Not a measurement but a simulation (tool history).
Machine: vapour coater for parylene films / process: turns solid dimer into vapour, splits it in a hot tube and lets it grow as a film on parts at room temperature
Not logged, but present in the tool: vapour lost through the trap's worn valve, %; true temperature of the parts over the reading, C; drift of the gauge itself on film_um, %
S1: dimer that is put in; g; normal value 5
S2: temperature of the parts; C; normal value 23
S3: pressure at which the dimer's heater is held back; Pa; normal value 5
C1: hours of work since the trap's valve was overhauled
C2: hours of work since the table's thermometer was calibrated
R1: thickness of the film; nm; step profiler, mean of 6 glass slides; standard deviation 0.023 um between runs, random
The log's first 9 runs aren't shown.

| run | hour | S1 | S2 | S3 | C1 | C2 | R1 |
|---|---|---|---|---|---|---|---|
| 10 | 493.2 | 5 | 23 | 5 | 492 | 875 | 1490 |
|  | 543.9 | trap's valve overhauled |
| 11 | 562.7 | 5 | 23 | 5 | 13 | 919 | 1620 |
| 12 | 603.3 | 5 | 23 | 5 | 40 | 947 | 1630 |
| 13 | 674.8 | 3 | 23 | 5 | 89 | 995 | 990 |
| 14 | 757.2 | 3 | 23 | 5 | 144 | 1051 | 980 |
| 15 | 803.4 | 5 | 23 | 5 | 176 | 1082 | 1590 |
| 16 | 880.3 | 5 | 21 | 5 | 228 | 1134 | 1770 |
| 17 | 915.6 | 5 | 21 | 5 | 252 | 1158 | 1720 |
|  | 923.5 | table's thermometer calibrated |
| 18 | 990.7 | 5 | 23 | 5 | 302 | 46 | 1660 |

The next listed run, before its measurement:
| 19 | 1045.3 | 3 | 19 | 5 | 339 | 83 | ? |

{"run 19": {"R1": 1160}}
On a tool with no hidden condition, and with the same random variation, this run would have come out at R1 1100 nm.
